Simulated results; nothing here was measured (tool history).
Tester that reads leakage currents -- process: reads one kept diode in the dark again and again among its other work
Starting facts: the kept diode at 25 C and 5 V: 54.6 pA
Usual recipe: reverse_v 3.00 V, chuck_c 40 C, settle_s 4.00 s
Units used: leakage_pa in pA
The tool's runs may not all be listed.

| run | hour | reverse_v | chuck_c | settle_s | leakage_pa |
|---|---|---|---|---|---|
| 1 | 0.0 | 3.00 | 40 | 4.00 | 132.02 |
| 2 | 48.9 | 3.00 | 41 | 4.00 | 142.18 |
| 3 | 88.5 | 3.00 | 41 | 4.00 | 143.38 |
| 4 | 133.5 | 3.00 | 41 | 4.00 | 141.84 |
| 5 | 196.1 | 1.42 | 40 | 4.00 | 89.92 |
| 6 | 245.8 | 1.42 | 40 | 4.00 | 90.39 |
| 7 | 322.5 | 1.42 | 40 | 4.00 | 89.98 |
| 8 | 394.5 | 2.44 | 40 | 4.00 | 119.06 |
| 9 | 455.6 | 2.44 | 40 | 4.00 | 119.15 |
| 10 | 500.7 | 2.44 | 40 | 4.00 | 119.34 |
| 11 | 587.4 | 2.44 | 40 | 4.00 | 119.35 |
| 12 | 644.7 | 2.44 | 40 | 4.00 | 118.95 |
| 13 | 706.4 | 2.44 | 40 | 0.52 | 120.74 |
| 14 | 745.9 | 3.00 | 40 | 4.00 | 133.05 |
| 15 | 787.2 | 3.00 | 40 | 4.00 | 133.31 |
| 16 | 858.1 | 3.00 | 40 | 2.67 | 132.07 |
| 17 | 903.2 | 3.00 | 40 | 2.67 | 132.82 |
| 18 | 959.4 | 3.00 | 40 | 2.67 | 132.39 |
| 19 | 1040.0 | 3.00 | 40 | 4.00 | 131.84 |
| 20 | 1076.0 | 3.00 | 40 | 4.00 | 132.26 |
| 21 | 1120.9 | 3.00 | 40 | 4.00 | 132.39 |
|  | 1143.6 | probe card cleaned and baked |
| 22 | 1182.5 | 3.00 | 40 | 4.00 | 132.62 |
| 23 | 1252.2 | 3.00 | 40 | 4.00 | 132.42 |
| 24 | 1304.1 | 3.00 | 40 | 4.00 | 133.14 |
| 25 | 1370.1 | 7.69 | 21 | 4.83 | 49.87 |
| 26 | 1406.7 | 7.69 | 31 | 0.47 | 115.63 |
| 27 | 1470.9 | 7.69 | 31 | 0.47 | 115.11 |
| 28 | 1522.0 | 3.00 | 40 | 0.48 | 134.53 |
| 29 | 1578.1 | 3.00 | 40 | 0.48 | 134.20 |
| 30 | 1659.8 | 3.00 | 34 | 1.47 | 85.61 |
| 31 | 1733.3 | 11.61 | 28 | 0.32 | 120.01 |
| 32 | 1791.6 | 11.61 | 28 | 2.56 | 108.83 |
| 33 | 1861.6 | 11.61 | 28 | 2.56 | 107.93 |
| 34 | 1915.2 | 4.59 | 49 | 3.84 | 310.01 |
| 35 | 1959.3 | 5.04 | 33 | 0.42 | 107.05 |
| 36 | 2023.6 | 1.00 | 33 | 0.42 | 45.57 |
| 37 | 2090.0 | 11.06 | 25 | 2.35 | 83.84 |
| 38 | 2172.5 | 1.13 | 46 | 2.28 | 123.23 |
| 39 | 2217.2 | 3.00 | 39 | 0.31 | 126.45 |
| 40 | 2302.7 | 10.08 | 40 | 4.00 | 246.63 |
| 41 | 2379.3 | 1.33 | 58 | 9.77 | 300.41 |

Alternative continuations, all from the tool just after run 41; predict every row:
| A | 2464.6 | 1.33 | 25 | 9.76 | ? |
| B | 2464.6 | 1.24 | 23 | 9.77 | ? |
| C | 2464.6 | 1.33 | 25 | 9.77 | ? |

| run | leakage_pa |
|---|---|
| A | 27.94 |
| B | 22.89 |
| C | 27.77 |
Without the tool's unlogged condition, the same runs would have read:
| run | leakage_pa |
|---|---|
| A | 27.92 |
| B | 22.87 |
| C | 27.75 |
